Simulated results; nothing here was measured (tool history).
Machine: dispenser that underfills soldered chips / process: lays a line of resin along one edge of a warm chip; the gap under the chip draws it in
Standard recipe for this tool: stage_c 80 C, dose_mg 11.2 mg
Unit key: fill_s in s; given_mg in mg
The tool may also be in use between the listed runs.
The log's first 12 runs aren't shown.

At hour 53.8: dispensing valve cleaned and set on the balance.
At hour 55.7: new syringe of resin.
Run 13, hour 56.6: usual settings but dose_mg 9.6 mg. Result: fill_s 23.8 s, given_mg 9.62 mg.
Run 14, hour 59.6: usual settings but dose_mg 9.6 mg. Result: fill_s 28.4 s, given_mg 9.65 mg.
Run 15, hour 65.6: usual settings but dose_mg 9.6 mg. Result: fill_s 39.3 s, given_mg 9.62 mg.
At hour 69.4: new syringe of resin.
Run 16, hour 70.5: usual settings but dose_mg 9.6 mg. Result: fill_s 23.6 s, given_mg 9.6 mg.
Run 17, hour 74.1: usual settings but dose_mg 12.1 mg. Result: fill_s 27.9 s, given_mg 12.06 mg.
Run 18, hour 79.9: usual settings but dose_mg 12.1 mg. Result: fill_s 38 s, given_mg 11.98 mg.
At hour 82.9: new syringe of resin.
Run 19, hour 86: usual settings but dose_mg 12.1 mg. Result: fill_s 25.6 s, given_mg 12.05 mg.
Run 20, hour 89: usual settings but stage_c 87 C, dose_mg 10 mg. Result: fill_s 24.5 s, given_mg 9.92 mg.
Run 21, hour 93.3: usual settings but stage_c 66 C, dose_mg 11.1 mg. Result: fill_s 64.4 s, given_mg 11 mg.

What will run 22 give?
At hour 96.6: new syringe of resin.
Run 22, hour 99.5: usual settings but stage_c 66 C, dose_mg 9.7 mg. Result: fill_s ?, given_mg ?.

fill_s: 44.6 s
given_mg: 9.6 mg
Take away the tool's hidden state, keep the run-to-run variation as it was, and the same run would have given fill_s 38.1 s, given_mg 9.73 mg.
